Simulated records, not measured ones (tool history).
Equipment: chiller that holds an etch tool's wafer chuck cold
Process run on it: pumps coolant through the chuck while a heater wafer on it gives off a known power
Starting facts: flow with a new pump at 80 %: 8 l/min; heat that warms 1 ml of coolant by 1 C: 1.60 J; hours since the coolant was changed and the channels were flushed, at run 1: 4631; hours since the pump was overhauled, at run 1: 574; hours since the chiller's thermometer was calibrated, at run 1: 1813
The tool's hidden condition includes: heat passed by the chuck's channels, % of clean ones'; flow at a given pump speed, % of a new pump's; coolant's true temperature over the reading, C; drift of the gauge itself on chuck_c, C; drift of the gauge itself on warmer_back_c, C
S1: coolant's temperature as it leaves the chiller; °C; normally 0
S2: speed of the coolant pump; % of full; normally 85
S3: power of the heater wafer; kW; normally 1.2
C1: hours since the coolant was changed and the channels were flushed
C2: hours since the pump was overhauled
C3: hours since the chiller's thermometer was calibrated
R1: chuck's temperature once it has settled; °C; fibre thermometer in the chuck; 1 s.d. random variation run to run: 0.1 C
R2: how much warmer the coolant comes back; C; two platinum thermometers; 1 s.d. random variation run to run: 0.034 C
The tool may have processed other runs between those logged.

Run 1, hour 0: usual settings; C1 4631; C2 574; C3 1813. Result: R1 10.3 °C, R2 5.34 C.
Run 2, hour 105.5: usual settings; C1 4736; C2 680; C3 1918. Result: R1 10.4 °C, R2 5.32 C.
Run 3, hour 237.5: usual settings; C1 4868; C2 812; C3 2050. Result: R1 10.4 °C, R2 5.35 C.
Run 4, hour 355.5: usual settings; C1 4986; C2 930; C3 2168. Result: R1 10.8 °C, R2 5.41 C.
Run 5, hour 428.9: usual settings but S2 62 % of full; C1 5060; C2 1003; C3 2241. Result: R1 13.7 °C, R2 7.77 C.
Run 6, hour 580.5: usual settings but S2 62 % of full; C1 5211; C2 1155; C3 2393. Result: R1 13.6 °C, R2 7.77 C.
Run 7, hour 695.4: usual settings but S2 62 % of full; C1 5326; C2 1270; C3 2508. Result: R1 14 °C, R2 7.77 C.
Run 8, hour 849.4: usual settings but S2 62 % of full; C1 5480; C2 1424; C3 2662. Result: R1 14 °C, R2 7.81 C.
Run 9, hour 999.8: usual settings but S2 62 % of full; C1 5631; C2 1574; C3 2812. Result: R1 14 °C, R2 7.81 C.
Run 10, hour 1133.1: usual settings but S2 62 % of full; C1 5764; C2 1707; C3 2946. Result: R1 14.2 °C, R2 7.86 C.
Run 11, hour 1231.9: usual settings but S3 1.006 kW; C1 5863; C2 1806; C3 3044. Result: R1 9.4 °C, R2 4.63 C.
Run 12, hour 1370.9: usual settings but S3 1.006 kW; C1 6002; C2 1945; C3 3183. Result: R1 9.6 °C, R2 4.64 C.
At hour 1428.4: coolant changed, channels flushed.
Run 13, hour 1503.2: usual settings but S3 1.043 kW; C1 75; C2 2072; C3 3310. Result: R1 8.5 °C, R2 4.82 C.
Run 14, hour 1653.5: usual settings but S3 1.043 kW; C1 225; C2 2222; C3 3460. Result: R1 8.7 °C, R2 4.84 C.
Run 15, hour 1798.4: usual settings but S1 5 °C; C1 370; C2 2367; C3 3605. Result: R1 15 °C, R2 5.51 C.
Run 16, hour 1914.3: usual settings but S3 0.83 kW; C1 486; C2 2483; C3 3721. Result: R1 7 °C, R2 3.85 C.
Run 17, hour 2030.9: usual settings but S2 72 % of full, S3 1.773 kW; C1 603; C2 2599; C3 3837. Result: R1 16.3 °C, R2 9.93 C.
Run 18, hour 2168.2: usual settings but S1 3 °C, S2 93 % of full; C1 740; C2 2737; C3 3975. Result: R1 12.3 °C, R2 5.03 C.
Run 19, hour 2279.9: usual settings but S1 3 °C, S2 93 % of full; C1 852; C2 2848; C3 4086. Result: R1 12.4 °C, R2 5.07 C.
Run 20, hour 2379.3: usual settings but S2 87 % of full, S3 1.275 kW; C1 951; C2 2948; C3 4186. Result: R1 10.5 °C, R2 5.83 C.
Run 21, hour 2516.7: usual settings but S2 87 % of full, S3 1.275 kW; C1 1088; C2 3085; C3 4323. Result: R1 10.5 °C, R2 5.86 C.
At hour 2569.7: chiller's thermometer calibrated.
Run 22, hour 2652.6: usual settings but S1 -8 °C, S2 64 % of full, S3 1.084 kW; C1 1223; C2 3220; C3 83. Result: R1 3.1 °C, R2 7.09 C.
Run 23, hour 2731.7: usual settings but S1 -9 °C, S2 65 % of full, S3 0.883 kW; C1 1302; C2 3299; C3 162. Result: R1 0 °C, R2 5.74 C.
Run 24, hour 2823.3: usual settings but S1 9 °C, S2 93 % of full, S3 0.842 kW; C1 1394; C2 3391; C3 254. Result: R1 15.4 °C, R2 3.61 C.
Run 25, hour 2949.9: usual settings but S1 -6 °C, S2 98 % of full, S3 1.176 kW; C1 1521; C2 3517; C3 380. Result: R1 2.6 °C, R2 4.76 C.
Run 26, hour 3062.7: usual settings but S1 -9 °C, S2 77 % of full, S3 1.093 kW; C1 1633; C2 3630; C3 493. Result: R1 0.8 °C, R2 5.78 C.
Run 27, hour 3174.8: usual settings but S1 -3 °C, S2 72 % of full, S3 1.041 kW; C1 1745; C2 3742; C3 605. Result: R1 6.9 °C, R2 6.01 C.
Run 28, hour 3269.5: usual settings but S1 -3 °C, S2 72 % of full, S3 1.041 kW; C1 1840; C2 3837; C3 700. Result: R1 7 °C, R2 5.99 C.
Run 29, hour 3415.3: usual settings but S1 -3 °C, S2 72 % of full, S3 1.041 kW; C1 1986; C2 3983; C3 846. Result: R1 7.1 °C, R2 6.08 C.
Run 30, hour 3482.6: usual settings but S1 -3 °C, S2 72 % of full, S3 1.041 kW; C1 2053; C2 4050; C3 913. Result: R1 7.1 °C, R2 6.08 C.
Run 31, hour 3579.2: usual settings but S1 -5 °C, S2 83 % of full, S3 0.69 kW; C1 2150; C2 4147; C3 1010. Result: R1 1 °C, R2 3.43 C.

Some steps in R1, run to run, broken into two amounts with sign: the step expected even without the hidden condition (settings, incoming material, random variation), and the rest, left for the hidden condition together with whatever gauge scatter is not in both the measured and the hidden-condition-free result:
Run 10 -> 11: S2 62 -> 85, S3 1.2 -> 1.006. R1 -4.8 °C: hidden state -0.7, all else -4.1.
Run 12 -> 13: S3 1.006 -> 1.043, coolant changed, channels flushed. R1 -1.1 °C: hidden state -1.3, all else +0.2.
Run 16 -> 17: S2 85 -> 72, S3 0.83 -> 1.773. R1 +9.3 °C: hidden state +0.6, all else +8.7.
Run 23 -> 24: S1 -9 -> 9, S2 65 -> 93, S3 0.883 -> 0.842. R1 +15.4 °C: hidden state -0.2, all else +15.6.
Run 24 -> 25: S1 9 -> -6, S2 93 -> 98, S3 0.842 -> 1.176. R1 -12.8 °C: hidden state +0.2, all else -13.
